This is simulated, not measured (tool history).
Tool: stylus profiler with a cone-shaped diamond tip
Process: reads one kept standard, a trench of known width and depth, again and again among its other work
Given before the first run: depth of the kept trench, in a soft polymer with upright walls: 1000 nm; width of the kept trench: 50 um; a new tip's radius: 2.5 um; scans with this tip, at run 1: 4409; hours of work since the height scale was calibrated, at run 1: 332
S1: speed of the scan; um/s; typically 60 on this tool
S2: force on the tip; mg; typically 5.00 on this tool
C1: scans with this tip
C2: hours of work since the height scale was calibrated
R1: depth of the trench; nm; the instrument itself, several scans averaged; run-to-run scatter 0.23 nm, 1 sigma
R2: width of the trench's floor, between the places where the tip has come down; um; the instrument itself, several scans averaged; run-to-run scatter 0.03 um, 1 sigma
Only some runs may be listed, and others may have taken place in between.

Run 1, hour 0.0: usual settings; C1 4409; C2 332. Result: R1 1017.85 nm, R2 45.60 um.
Run 2, hour 19.8: usual settings; C1 4580; C2 345. Result: R1 1017.95 nm, R2 45.61 um.
Run 3, hour 42.8: usual settings; C1 4778; C2 360. Result: R1 1018.08 nm, R2 45.62 um.
Run 4, hour 66.1: usual settings but S1 109 um/s; C1 4980; C2 375. Result: R1 1018.07 nm, R2 45.57 um.
Run 5, hour 93.5: usual settings but S1 109 um/s; C1 5217; C2 393. Result: R1 1017.44 nm, R2 45.53 um.
Run 6, hour 121.1: usual settings but S1 70 um/s; C1 5455; C2 411. Result: R1 1017.59 nm, R2 45.52 um.
Run 7, hour 141.6: usual settings; C1 5633; C2 424. Result: R1 1017.47 nm, R2 45.58 um.
Run 8, hour 158.8: usual settings; C1 5781; C2 435. Result: R1 1017.71 nm, R2 45.48 um.
Run 9, hour 174.0: usual settings; C1 5912; C2 445. Result: R1 1017.91 nm, R2 45.52 um.
Run 10, hour 191.5: usual settings; C1 6064; C2 456. Result: R1 1018.03 nm, R2 45.46 um.
At hour 193.4: height scale calibrated on a step standard.
Run 11, hour 208.8: usual settings but S2 10.23 mg; C1 6209; C2 10. Result: R1 1027.44 nm, R2 45.53 um.
Run 12, hour 227.6: usual settings but S1 22 um/s, S2 4.14 mg; C1 6372; C2 22. Result: R1 1013.52 nm, R2 45.52 um.
At hour 236.7: height scale calibrated on a step standard, once more.
Run 13, hour 240.1: usual settings but S2 3.32 mg; C1 6475; C2 2. Result: R1 1014.56 nm, R2 45.48 um.
Run 14, hour 257.1: usual settings but S2 3.32 mg; C1 6622; C2 13. Result: R1 1014.85 nm, R2 45.51 um.
Run 15, hour 274.5: usual settings but S1 48 um/s, S2 2.08 mg; C1 6773; C2 25. Result: R1 1010.80 nm, R2 45.42 um.
Run 16, hour 301.9: usual settings but S1 48 um/s, S2 2.08 mg; C1 7009; C2 42. Result: R1 1010.67 nm, R2 45.44 um.
Run 17, hour 327.1: usual settings but S1 21 um/s, S2 3.78 mg; C1 7227; C2 59. Result: R1 1016.66 nm, R2 45.47 um.
Run 18, hour 345.9: usual settings but S1 21 um/s, S2 3.78 mg; C1 7389; C2 71. Result: R1 1015.92 nm, R2 45.47 um.
Run 19, hour 366.4: usual settings but S1 88 um/s, S2 2.07 mg; C1 7566; C2 84. Result: R1 1010.94 nm, R2 45.32 um.

Run 20, settings as shown, results not yet in. Your forecast:
Run 20, hour 383.7: usual settings but S1 88 um/s, S2 2.07 mg; C1 7716; C2 96. Result: R1 ?, R2 ?.

{"run 20": {"R1": 1010.75, "R2": 45.33}}
Minus the tool's unlogged condition, the same run would have read R1 1010.84 nm, R2 45.84 um.
